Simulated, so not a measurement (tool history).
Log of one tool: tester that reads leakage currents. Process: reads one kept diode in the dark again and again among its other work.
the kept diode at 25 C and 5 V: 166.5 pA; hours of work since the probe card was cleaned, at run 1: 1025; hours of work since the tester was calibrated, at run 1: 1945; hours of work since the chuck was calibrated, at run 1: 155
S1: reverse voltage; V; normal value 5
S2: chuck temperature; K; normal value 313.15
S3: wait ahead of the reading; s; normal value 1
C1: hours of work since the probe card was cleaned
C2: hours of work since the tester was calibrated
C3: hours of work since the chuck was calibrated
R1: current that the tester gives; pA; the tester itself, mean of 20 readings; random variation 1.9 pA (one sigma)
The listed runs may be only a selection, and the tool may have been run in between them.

{"run": 1, "hour": 0.0, "S1": 5, "S2": 313.15, "S3": 1, "C1": 1025, "C2": 1945, "C3": 155, "R1": 605.27}
{"run": 2, "hour": 76.7, "S1": 1.28, "S2": 313.15, "S3": 1, "C1": 1082, "C2": 2002, "C3": 212, "R1": 299.28}
{"run": 3, "hour": 249.0, "S1": 5, "S2": 309.15, "S3": 1, "C1": 1211, "C2": 2131, "C3": 341, "R1": 426.22}
{"run": 4, "hour": 428.9, "S1": 1.57, "S2": 313.15, "S3": 1, "C1": 1345, "C2": 2266, "C3": 475, "R1": 325.26}
{"run": 5, "hour": 572.1, "S1": 1.57, "S2": 313.15, "S3": 1, "C1": 1452, "C2": 2373, "C3": 582, "R1": 324.89}
{"run": 6, "hour": 747.9, "S1": 1.57, "S2": 313.15, "S3": 1, "C1": 1583, "C2": 2504, "C3": 713, "R1": 320.79}
{"hour": 793.7, "done": "chuck's temperature calibrated"}
{"run": 7, "hour": 892.2, "S1": 1.57, "S2": 313.15, "S3": 1, "C1": 1690, "C2": 2610, "C3": 74, "R1": 333.64}
{"run": 8, "hour": 994.4, "S1": 1.57, "S2": 313.15, "S3": 1, "C1": 1766, "C2": 2687, "C3": 150, "R1": 333.42}
{"run": 9, "hour": 1085.3, "S1": 5, "S2": 313.15, "S3": 1, "C1": 1834, "C2": 2754, "C3": 218, "R1": 600.36}
{"run": 10, "hour": 1192.3, "S1": 5, "S2": 313.15, "S3": 1, "C1": 1914, "C2": 2834, "C3": 298, "R1": 600.32}
{"run": 11, "hour": 1298.6, "S1": 5, "S2": 313.15, "S3": 1, "C1": 1993, "C2": 2914, "C3": 377, "R1": 597}
{"hour": 1313.4, "done": "tester calibrated"}
{"run": 12, "hour": 1424.8, "S1": 5, "S2": 313.15, "S3": 0.76, "C1": 2086, "C2": 83, "C3": 470, "R1": 586.24}
{"run": 13, "hour": 1551.2, "S1": 5, "S2": 313.15, "S3": 0.76, "C1": 2181, "C2": 178, "C3": 564, "R1": 585.09}
{"run": 14, "hour": 1668.6, "S1": 5, "S2": 313.15, "S3": 9, "C1": 2268, "C2": 265, "C3": 652, "R1": 578.54}
{"hour": 1793.4, "done": "chuck's temperature calibrated"}
{"run": 15, "hour": 1805.7, "S1": 5, "S2": 313.15, "S3": 0.4, "C1": 2369, "C2": 366, "C3": 9, "R1": 612.56}
{"run": 16, "hour": 1883.4, "S1": 5, "S2": 313.15, "S3": 0.4, "C1": 2427, "C2": 424, "C3": 67, "R1": 611.72}
{"hour": 1920.5, "done": "tester calibrated, once more"}
{"run": 17, "hour": 2045.1, "S1": 5, "S2": 313.15, "S3": 0.66, "C1": 2547, "C2": 93, "C3": 187, "R1": 618.93}
{"hour": 2173.3, "done": "probe card cleaned and baked"}
{"run": 18, "hour": 2186.1, "S1": 5, "S2": 313.15, "S3": 1, "C1": 10, "C2": 196, "C3": 290, "R1": 608.24}
{"run": 19, "hour": 2321.3, "S1": 5, "S2": 316.15, "S3": 1, "C1": 111, "C2": 297, "C3": 391, "R1": 775.35}
{"run": 20, "hour": 2432.8, "S1": 5, "S2": 316.15, "S3": 1, "C1": 194, "C2": 381, "C3": 474, "R1": 766.27}
{"run": 21, "hour": 2547.6, "S1": 5, "S2": 293.15, "S3": 1.27, "C1": 280, "C2": 466, "C3": 560, "R1": 101.42}
{"run": 22, "hour": 2679.4, "S1": 8.89, "S2": 296.15, "S3": 0.3, "C1": 378, "C2": 565, "C3": 658, "R1": 184.69}
{"hour": 2801.0, "done": "chuck's temperature calibrated"}
{"run": 23, "hour": 2844.4, "S1": 1.01, "S2": 312.15, "S3": 1.12, "C1": 500, "C2": 687, "C3": 32, "R1": 252.23}
{"run": 24, "hour": 3031.0, "S1": 8.33, "S2": 332.15, "S3": 1, "C1": 639, "C2": 826, "C3": 172, "R1": 3561.16}
{"run": 25, "hour": 3179.2, "S1": 2.99, "S2": 295.15, "S3": 1, "C1": 750, "C2": 937, "C3": 283, "R1": 96.61}
{"run": 26, "hour": 3259.8, "S1": 2.99, "S2": 295.15, "S3": 1, "C1": 810, "C2": 997, "C3": 343, "R1": 96.37}
{"run": 27, "hour": 3442.2, "S1": 2.99, "S2": 321.15, "S3": 1, "C1": 947, "C2": 1133, "C3": 479, "R1": 885.66}
{"run": 28, "hour": 3627.9, "S1": 3.21, "S2": 300.15, "S3": 0.56, "C1": 1085, "C2": 1272, "C3": 618, "R1": 155.1}
{"run": 29, "hour": 3710.1, "S1": 3.21, "S2": 300.15, "S3": 0.56, "C1": 1147, "C2": 1333, "C3": 679, "R1": 154.05}
{"hour": 3798.1, "done": "chuck's temperature calibrated"}
{"run": 30, "hour": 3880.2, "S1": 3.21, "S2": 300.15, "S3": 0.56, "C1": 1272, "C2": 1459, "C3": 61, "R1": 161.31}
{"run": 31, "hour": 4033.8, "S1": 3.21, "S2": 300.15, "S3": 0.56, "C1": 1387, "C2": 1574, "C3": 176, "R1": 158.96}
{"run": 32, "hour": 4194.1, "S1": 2.02, "S2": 304.15, "S3": 0.56, "C1": 1507, "C2": 1693, "C3": 296, "R1": 176.33}
{"run": 33, "hour": 4342.9, "S1": 2.02, "S2": 304.15, "S3": 0.56, "C1": 1618, "C2": 1805, "C3": 407, "R1": 174.72}
{"run": 34, "hour": 4493.5, "S1": 2.02, "S2": 304.15, "S3": 0.56, "C1": 1730, "C2": 1917, "C3": 520, "R1": 172.82}
{"run": 35, "hour": 4570.8, "S1": 2.02, "S2": 304.15, "S3": 0.56, "C1": 1788, "C2": 1975, "C3": 577, "R1": 173.07}
{"run": 36, "hour": 4700.2, "S1": 5, "S2": 313.15, "S3": 3.18, "C1": 1885, "C2": 2072, "C3": 674, "R1": 590.45}
{"hour": 4803.7, "done": "chuck's temperature calibrated"}
{"run": 37, "hour": 4829.2, "S1": 3.53, "S2": 293.15, "S3": 0.93, "C1": 1980, "C2": 2166, "C3": 19, "R1": 89.47}
{"run": 38, "hour": 5018.3, "S1": 4.35, "S2": 299.15, "S3": 1.53, "C1": 2121, "C2": 2308, "C3": 160, "R1": 169.62}

3 ways to go on from here, each from the tool as it stands after run 38. What would each give?
{"run": "A", "hour": 5140.9, "S1": 16.42, "S2": 313.15, "S3": 1, "C1": 2213, "C2": 2399, "C3": 252, "R1": "?"}
{"run": "B", "hour": 5140.9, "S1": 5, "S2": 313.15, "S3": 6.06, "C1": 2213, "C2": 2399, "C3": 252, "R1": "?"}
{"run": "C", "hour": 5140.9, "S1": 13.75, "S2": 299.15, "S3": 1.53, "C1": 2213, "C2": 2399, "C3": 252, "R1": "?"}

run=A R1=1120.02
run=B R1=603.5
run=C R1=310.34
With the hidden condition removed and each run's random variation left untouched, the same runs would have given:
run=A R1=1142.93
run=B R1=619.26
run=C R1=309.22
